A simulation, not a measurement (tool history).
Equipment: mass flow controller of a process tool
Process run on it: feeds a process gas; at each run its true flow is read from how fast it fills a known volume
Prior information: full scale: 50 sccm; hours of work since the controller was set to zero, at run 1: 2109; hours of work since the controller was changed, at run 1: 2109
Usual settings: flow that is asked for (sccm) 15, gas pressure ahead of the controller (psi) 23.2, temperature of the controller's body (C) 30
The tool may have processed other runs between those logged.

run     day  flow that is asked for (sccm)  gas pressure ahead of the controller (psi)  temperature of the controller's body (C)  hours of work since the controller was set to zero  hours of work since the controller was changed  true flow (%)
  1       0                             15                                        23.2                                        30                                                2109                                            2109          99.71
  2   5.925                             15                                        23.2                                        30                                                2176                                            2176          99.74
  3    13.8                             15                                        23.2                                        30                                                2265                                            2265           99.8
  4  20.638                             15                                        23.2                                        30                                                2342                                            2342          99.91
  5  30.042                             15                                        23.2                                        37                                                2448                                            2448         100.45
  6  39.967                             15                                        23.2                                        37                                                2560                                            2560         100.44
  7   44.85                             15                                        23.2                                        37                                                2615                                            2615         100.53
  8  53.971                              6                                        25.2                                        30                                                2718                                            2718          99.45
  9  64.925                             44                                        25.4                                        30                                                2842                                            2842         100.42
 10  74.233                             44                                        24.2                                        31                                                2947                                            2947         100.69

Each row is a separate what-if for the run after 10, all from the same tool condition, not one after another. Results?
  A  81.983                             22                                        23.2                                        30                                                3034                                            3034              ?
  B  81.983                             10                                        24.4                                        23                                                3034                                            3034              ?
  C  81.983                             44                                        29.7                                        25                                                3034                                            3034              ?
  D  81.983                             35                                        24.2                                        31                                                3034                                            3034              ?
  E  81.983                             21                                          35                                        21                                                3034                                            3034              ?

run  true flow (%)
  A         100.11
  B          98.92
  C          99.84
  D         100.45
  E          98.43
Take away the tool's hidden state, keep each run's random variation, and the runs would have read:
run  true flow (%)
  A         100.11
  B          98.92
  C          99.83
  D         100.45
  E          98.43
